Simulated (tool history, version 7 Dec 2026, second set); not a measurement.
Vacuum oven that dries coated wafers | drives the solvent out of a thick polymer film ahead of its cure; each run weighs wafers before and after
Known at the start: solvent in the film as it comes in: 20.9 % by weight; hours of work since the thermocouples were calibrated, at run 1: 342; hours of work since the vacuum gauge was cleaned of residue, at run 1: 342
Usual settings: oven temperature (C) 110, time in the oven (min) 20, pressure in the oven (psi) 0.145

run,hour,oven temperature (C),time in the oven (min),pressure in the oven (psi),hours of work since the thermocouples were calibrated,hours of work since the vacuum gauge was cleaned of residue,solvent left in the film (%)
1,0,110,20,0.145,342,342,4.62
2,19.7,110,22,0.145,350,350,4.03
3,34.1,110,22,0.145,356,356,4.17
4,54.7,110,23,0.145,364,364,3.97
5,73.1,110,12,0.145,372,372,7.79
6,89.1,110,12,0.145,379,379,7.72
7,101,110,12,0.145,384,384,7.7
8,124.8,110,12,0.145,393,393,7.76
9,149.9,110,12,0.145,404,404,7.73
10,174.6,110,20,0.145,414,414,4.68
11,190.6,110,20,0.145,421,421,4.66
12,213.6,110,20,0.104,430,430,4.66
13,224.3,110,20,0.104,434,434,4.61
14,234.8,113,20,0.145,439,439,3.54
15,252.7,113,20,0.145,446,446,3.57
16,263.8,113,20,0.254,451,451,3.87
17,284.4,110,20,0.38,459,459,5.39
18,309.3,110,21,0.318,470,470,4.96
19,319.6,101,13,0.136,474,474,11.06
20,341.1,110,20,0.316,483,483,5.22
21,360.4,110,12,0.316,491,491,8.07
22,376.5,120,13,0.316,497,497,3.63
23,387.1,110,13,0.184,502,502,7.44
24,408.8,110,13,0.184,511,511,7.37
25,421.3,96,13,0.439,516,516,13.27
26,435.4,96,13,0.439,522,522,13.39
27,451,96,13,0.107,528,528,12.53
28,461.4,113,20,0.336,532,532,4.03
29,482.2,110,21,0.477,541,541,5.49
30,498,98,20,0.31,547,547,10.32

Forecast each of these 5 alternatives for the next run:
A,512,98,11,0.31,553,553,?
B,512,110,12,0.097,553,553,?
C,512,110,13,0.207,553,553,?
D,512,121,20,0.31,553,553,?
E,512,95,20,0.145,553,553,?

run,solvent left in the film (%)
A,12.99
B,7.72
C,7.49
D,1.69
E,10.82
Without the tool's hidden state the same runs would have given:
run,solvent left in the film (%)
A,12.82
B,7.5
C,7.27
D,1.56
E,10.61

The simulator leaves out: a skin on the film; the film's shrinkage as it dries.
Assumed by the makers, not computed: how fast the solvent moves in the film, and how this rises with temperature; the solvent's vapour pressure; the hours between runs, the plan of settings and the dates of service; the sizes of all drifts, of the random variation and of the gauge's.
